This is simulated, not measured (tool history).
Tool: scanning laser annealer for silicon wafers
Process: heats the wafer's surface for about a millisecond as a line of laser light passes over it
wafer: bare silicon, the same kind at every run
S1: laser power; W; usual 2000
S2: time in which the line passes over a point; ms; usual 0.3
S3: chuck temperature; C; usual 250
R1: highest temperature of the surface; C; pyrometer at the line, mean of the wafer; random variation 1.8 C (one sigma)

{"run": 1, "hour": 0.0, "S1": 2000, "S2": 0.3, "S3": 250, "R1": 989}
{"run": 2, "hour": 11.5, "S1": 2000, "S2": 0.3, "S3": 250, "R1": 992}
{"run": 3, "hour": 18.0, "S1": 2000, "S2": 0.3, "S3": 250, "R1": 992}
{"run": 4, "hour": 26.9, "S1": 2000, "S2": 0.3, "S3": 250, "R1": 992}
{"run": 5, "hour": 39.5, "S1": 2000, "S2": 0.3, "S3": 250, "R1": 994}
{"run": 6, "hour": 49.7, "S1": 2000, "S2": 0.3, "S3": 250, "R1": 991}
{"run": 7, "hour": 61.4, "S1": 2000, "S2": 0.3, "S3": 250, "R1": 988}
{"run": 8, "hour": 75.0, "S1": 2000, "S2": 0.3, "S3": 250, "R1": 992}
{"run": 9, "hour": 87.4, "S1": 1788, "S2": 0.3, "S3": 250, "R1": 914}
{"run": 10, "hour": 98.6, "S1": 1788, "S2": 0.3, "S3": 245, "R1": 909}
{"run": 11, "hour": 113.7, "S1": 1788, "S2": 0.3, "S3": 245, "R1": 910}
{"run": 12, "hour": 120.3, "S1": 1788, "S2": 0.3, "S3": 245, "R1": 913}
{"run": 13, "hour": 127.1, "S1": 1788, "S2": 0.3, "S3": 245, "R1": 911}
{"run": 14, "hour": 133.3, "S1": 2000, "S2": 0.365, "S3": 250, "R1": 1058}
{"run": 15, "hour": 148.0, "S1": 2000, "S2": 0.298, "S3": 250, "R1": 991}
{"run": 16, "hour": 159.0, "S1": 2000, "S2": 0.298, "S3": 250, "R1": 989}
{"run": 17, "hour": 172.1, "S1": 2026, "S2": 0.259, "S3": 273, "R1": 977}

Forecast run 18:
{"run": 18, "hour": 186.4, "S1": 1886, "S2": 0.289, "S3": 244, "R1": "?"}

{"run 18": {"R1": 932}}
Without the tool's hidden state the same run would have given R1 932 C.
